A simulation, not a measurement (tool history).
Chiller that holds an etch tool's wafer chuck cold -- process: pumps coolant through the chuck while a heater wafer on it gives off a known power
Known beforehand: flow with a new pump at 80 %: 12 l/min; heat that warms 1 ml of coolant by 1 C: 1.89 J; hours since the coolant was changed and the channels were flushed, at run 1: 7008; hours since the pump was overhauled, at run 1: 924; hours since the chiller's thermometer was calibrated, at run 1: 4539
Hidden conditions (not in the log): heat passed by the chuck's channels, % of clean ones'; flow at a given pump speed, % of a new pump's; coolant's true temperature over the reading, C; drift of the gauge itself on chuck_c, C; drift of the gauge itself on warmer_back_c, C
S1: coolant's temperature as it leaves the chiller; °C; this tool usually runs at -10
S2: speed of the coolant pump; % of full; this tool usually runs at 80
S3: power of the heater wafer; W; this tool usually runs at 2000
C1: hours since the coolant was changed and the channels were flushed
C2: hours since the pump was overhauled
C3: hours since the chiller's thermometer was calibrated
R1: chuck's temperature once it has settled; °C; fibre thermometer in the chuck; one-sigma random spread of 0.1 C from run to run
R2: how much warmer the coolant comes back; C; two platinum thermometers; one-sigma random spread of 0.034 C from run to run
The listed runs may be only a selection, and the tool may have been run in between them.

Run 1, day 0.000: usual settings; C1 7008; C2 924; C3 4539. Result: R1 18.2 °C, R2 5.40 C.
Run 2, day 3.912: usual settings; C1 7102; C2 1017; C3 4633. Result: R1 18.0 °C, R2 5.39 C.
At day 7.042: chiller's thermometer calibrated.
Run 3, day 8.275: usual settings but S2 71 % of full; C1 7206; C2 1121; C3 30. Result: R1 20.4 °C, R2 6.17 C.
At day 11.392: coolant changed, channels flushed.
Run 4, day 13.979: usual settings but S2 71 % of full, S3 1414 W; C1 62; C2 1252; C3 160. Result: R1 8.6 °C, R2 4.38 C.
Run 5, day 19.496: usual settings but S2 65 % of full, S3 1414 W; C1 194; C2 1384; C3 293. Result: R1 9.7 °C, R2 4.90 C.
Run 6, day 22.929: usual settings but S2 65 % of full, S3 1414 W; C1 277; C2 1467; C3 375. Result: R1 9.8 °C, R2 4.84 C.
Run 7, day 30.271: usual settings but S2 65 % of full, S3 1473 W; C1 453; C2 1643; C3 551. Result: R1 10.9 °C, R2 5.04 C.
Run 8, day 37.621: usual settings but S2 65 % of full, S3 1473 W; C1 629; C2 1819; C3 728. Result: R1 10.6 °C, R2 5.11 C.
At day 44.683: chiller's thermometer calibrated, once more.
Run 9, day 44.883: usual settings; C1 803; C2 1993; C3 5. Result: R1 14.3 °C, R2 5.47 C.
Run 10, day 51.879: usual settings; C1 971; C2 2161; C3 173. Result: R1 14.2 °C, R2 5.49 C.
Run 11, day 55.158: usual settings but S1 -4 °C; C1 1049; C2 2239; C3 251. Result: R1 20.2 °C, R2 5.52 C.
Run 12, day 62.858: usual settings but S1 -4 °C; C1 1234; C2 2424; C3 436. Result: R1 20.4 °C, R2 5.54 C.
Run 13, day 66.288: usual settings but S1 -4 °C; C1 1316; C2 2506; C3 518. Result: R1 20.6 °C, R2 5.52 C.
Run 14, day 71.867: usual settings but S1 -4 °C; C1 1450; C2 2640; C3 652. Result: R1 20.6 °C, R2 5.50 C.
Run 15, day 75.038: usual settings but S1 -4 °C; C1 1527; C2 2716; C3 728. Result: R1 20.8 °C, R2 5.54 C.
Run 16, day 82.225: usual settings but S1 -4 °C; C1 1699; C2 2889; C3 901. Result: R1 20.9 °C, R2 5.52 C.
Run 17, day 88.938: usual settings but S1 -1 °C, S2 71 % of full, S3 1622 W; C1 1860; C2 3050; C3 1062. Result: R1 20.8 °C, R2 5.11 C.
Run 18, day 95.258: usual settings but S1 -4 °C, S2 71 % of full, S3 2230 W; C1 2012; C2 3202; C3 1214. Result: R1 25.9 °C, R2 7.10 C.
Run 19, day 101.262: usual settings but S1 -7 °C, S2 79 % of full, S3 1590 W; C1 2156; C2 3346; C3 1358. Result: R1 13.1 °C, R2 4.54 C.
Run 20, day 106.208: usual settings but S1 -7 °C, S2 79 % of full, S3 1590 W; C1 2275; C2 3465; C3 1477. Result: R1 13.2 °C, R2 4.53 C.
Run 21, day 112.958: usual settings but S1 -7 °C, S2 79 % of full, S3 1590 W; C1 2437; C2 3627; C3 1639. Result: R1 13.3 °C, R2 4.50 C.
Run 22, day 119.462: usual settings but S1 -7 °C, S2 79 % of full, S3 1590 W; C1 2593; C2 3783; C3 1795. Result: R1 13.5 °C, R2 4.55 C.
Run 23, day 122.629: usual settings but S1 -7 °C, S2 79 % of full, S3 1590 W; C1 2669; C2 3859; C3 1871. Result: R1 13.5 °C, R2 4.55 C.
Run 24, day 129.704: usual settings but S1 -18 °C; C1 2838; C2 4028; C3 2040. Result: R1 7.8 °C, R2 5.66 C.
Run 25, day 134.188: usual settings but S1 -2 °C, S2 82 % of full, S3 2494 W; C1 2946; C2 4136; C3 2148. Result: R1 29.8 °C, R2 6.86 C.
Run 26, day 141.438: usual settings but S1 -2 °C, S2 82 % of full, S3 2494 W; C1 3120; C2 4310; C3 2322. Result: R1 30.1 °C, R2 6.84 C.
Run 27, day 145.221: usual settings but S1 -2 °C, S2 82 % of full, S3 1713 W; C1 3211; C2 4401; C3 2413. Result: R1 20.2 °C, R2 4.72 C.
Run 28, day 152.383: usual settings but S1 -8 °C, S2 70 % of full; C1 3383; C2 4573; C3 2585. Result: R1 20.6 °C, R2 6.69 C.
Run 29, day 157.183: usual settings but S1 -8 °C, S2 70 % of full; C1 3498; C2 4688; C3 2700. Result: R1 20.6 °C, R2 6.61 C.

For run 30, what comes out?
Run 30, day 164.183: usual settings but S1 -19 °C, S2 63 % of full, S3 2747 W; C1 3666; C2 4856; C3 2868. Result: R1 ?, R2 ?.

{"run 30": {"R1": 22.5, "R2": 10.3}}
Minus the tool's unlogged condition, the same run would have read R1 17.4 °C, R2 9.53 C.
